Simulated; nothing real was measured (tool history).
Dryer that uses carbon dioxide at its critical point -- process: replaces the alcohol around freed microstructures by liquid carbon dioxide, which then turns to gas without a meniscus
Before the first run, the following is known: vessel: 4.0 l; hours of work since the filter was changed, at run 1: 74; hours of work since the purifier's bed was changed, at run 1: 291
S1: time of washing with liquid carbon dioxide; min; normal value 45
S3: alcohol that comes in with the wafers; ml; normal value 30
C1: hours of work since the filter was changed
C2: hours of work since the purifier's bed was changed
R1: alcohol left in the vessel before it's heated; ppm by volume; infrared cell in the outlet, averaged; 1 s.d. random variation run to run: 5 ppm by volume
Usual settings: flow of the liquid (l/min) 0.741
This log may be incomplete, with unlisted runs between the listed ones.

run 1 hour=0 | S1=45 flow_of_the_liquid_(l/min)=0.741 S3=30 | C1=74 C2=291 | R1=93
run 2 hour=7.4 | S1=45 flow_of_the_liquid_(l/min)=0.741 S3=30 | C1=79 C2=295 | R1=90
run 3 hour=24.7 | S1=45 flow_of_the_liquid_(l/min)=0.741 S3=30 | C1=90 C2=306 | R1=101
run 4 hour=33.8 | S1=45 flow_of_the_liquid_(l/min)=0.741 S3=30 | C1=95 C2=312 | R1=101
run 5 hour=43.8 | S1=45 flow_of_the_liquid_(l/min)=0.741 S3=30 | C1=102 C2=318 | R1=99
run 6 hour=55 | S1=45 flow_of_the_liquid_(l/min)=0.741 S3=91 | C1=109 C2=325 | R1=134
run 7 hour=67.9 | S1=45 flow_of_the_liquid_(l/min)=0.981 S3=91 | C1=117 C2=333 | R1=89
run 8 hour=79.7 | S1=45 flow_of_the_liquid_(l/min)=0.527 S3=30 | C1=124 C2=341 | R1=191
run 9 hour=88.3 | S1=45 flow_of_the_liquid_(l/min)=0.527 S3=30 | C1=129 C2=346 | R1=196
run 10 hour=104.9 | S1=45 flow_of_the_liquid_(l/min)=0.527 S3=30 | C1=140 C2=356 | R1=195
run 11 hour=119.9 | S1=45 flow_of_the_liquid_(l/min)=0.527 S3=30 | C1=149 C2=366 | R1=192
run 12 hour=133.4 | S1=45 flow_of_the_liquid_(l/min)=0.527 S3=30 | C1=158 C2=374 | R1=200
run 13 hour=147.9 | S1=45 flow_of_the_liquid_(l/min)=0.527 S3=30 | C1=167 C2=383 | R1=208
run 14 hour=162.1 | S1=45 flow_of_the_liquid_(l/min)=0.527 S3=30 | C1=176 C2=392 | R1=208
run 15 hour=173 | S1=45 flow_of_the_liquid_(l/min)=0.527 S3=30 | C1=183 C2=399 | R1=205
run 16 hour=189.8 | S1=45 flow_of_the_liquid_(l/min)=0.527 S3=30 | C1=193 C2=410 | R1=219
run 17 hour=198.5 | S1=45 flow_of_the_liquid_(l/min)=0.527 S3=30 | C1=199 C2=415 | R1=210
run 18 hour=216.3 | S1=27 flow_of_the_liquid_(l/min)=0.527 S3=30 | C1=210 C2=426 | R1=687
run 19 hour=226.4 | S1=27 flow_of_the_liquid_(l/min)=0.527 S3=30 | C1=216 C2=433 | R1=684
run 20 hour=234 | S1=27 flow_of_the_liquid_(l/min)=0.527 S3=29 | C1=221 C2=437 | R1=675
run 21 hour=243.4 | S1=27 flow_of_the_liquid_(l/min)=0.527 S3=29 | C1=227 C2=443 | R1=694
run 22 hour=251.1 | S1=33 flow_of_the_liquid_(l/min)=0.741 S3=30 | C1=232 C2=448 | R1=203
run 23 hour=269 | S1=30 flow_of_the_liquid_(l/min)=1.242 S3=39 | C1=243 C2=459 | R1=119
run 24 hour=281.9 | S1=48 flow_of_the_liquid_(l/min)=0.739 S3=85 | C1=251 C2=468 | R1=157
run 25 hour=297 | S1=45 flow_of_the_liquid_(l/min)=0.741 S3=36 | C1=260 C2=477 | R1=146
run 26 hour=306.7 | S1=45 flow_of_the_liquid_(l/min)=0.741 S3=36 | C1=266 C2=483 | R1=144
run 27 hour=322.1 | S1=34 flow_of_the_liquid_(l/min)=0.535 S3=76 | C1=276 C2=493 | R1=847
run 28 hour=339.2 | S1=44 flow_of_the_liquid_(l/min)=0.741 S3=44 | C1=287 C2=503 | R1=153
run 29 hour=349.1 | S1=63 flow_of_the_liquid_(l/min)=0.466 S3=30 | C1=293 C2=510 | R1=175
run 30 hour=356.7 | S1=48 flow_of_the_liquid_(l/min)=0.446 S3=88 | C1=298 C2=514 | R1=657
run 31 hour=374 | S1=48 flow_of_the_liquid_(l/min)=0.446 S3=41 | C1=309 C2=525 | R1=372
run 32 hour=388.5 | S1=47 flow_of_the_liquid_(l/min)=0.446 S3=28 | C1=318 C2=534 | R1=315
run 33 hour=401.6 | S1=47 flow_of_the_liquid_(l/min)=0.446 S3=28 | C1=326 C2=543 | R1=322
run 34 hour=416.3 | S1=47 flow_of_the_liquid_(l/min)=0.446 S3=28 | C1=335 C2=552 | R1=310
run 35 hour=427 | S1=30 flow_of_the_liquid_(l/min)=0.446 S3=113 | C1=342 C2=559 | R1=2970
run 36 hour=444.5 | S1=64 flow_of_the_liquid_(l/min)=0.659 S3=21 | C1=353 C2=569 | R1=135
run 37 hour=457.9 | S1=63 flow_of_the_liquid_(l/min)=0.885 S3=117 | C1=361 C2=578 | R1=144
run 38 hour=475.5 | S1=45 flow_of_the_liquid_(l/min)=0.786 S3=48 | C1=372 C2=589 | R1=160
run 39 hour=489.3 | S1=45 flow_of_the_liquid_(l/min)=0.903 S3=48 | C1=381 C2=598 | R1=159

Forecast each of these 3 alternatives for the next run:
run A hour=503.9 | S1=34 flow_of_the_liquid_(l/min)=1.182 S3=33 | C1=390 C2=607 | R1=?
run B hour=503.9 | S1=32 flow_of_the_liquid_(l/min)=0.583 S3=75 | C1=390 C2=607 | R1=?
run C hour=503.9 | S1=65 flow_of_the_liquid_(l/min)=0.903 S3=26 | C1=390 C2=607 | R1=?

run=A R1=145
run=B R1=884
run=C R1=149
Without the tool's hidden state the same runs would have given:
run=A R1=4
run=B R1=594
run=C R1=10
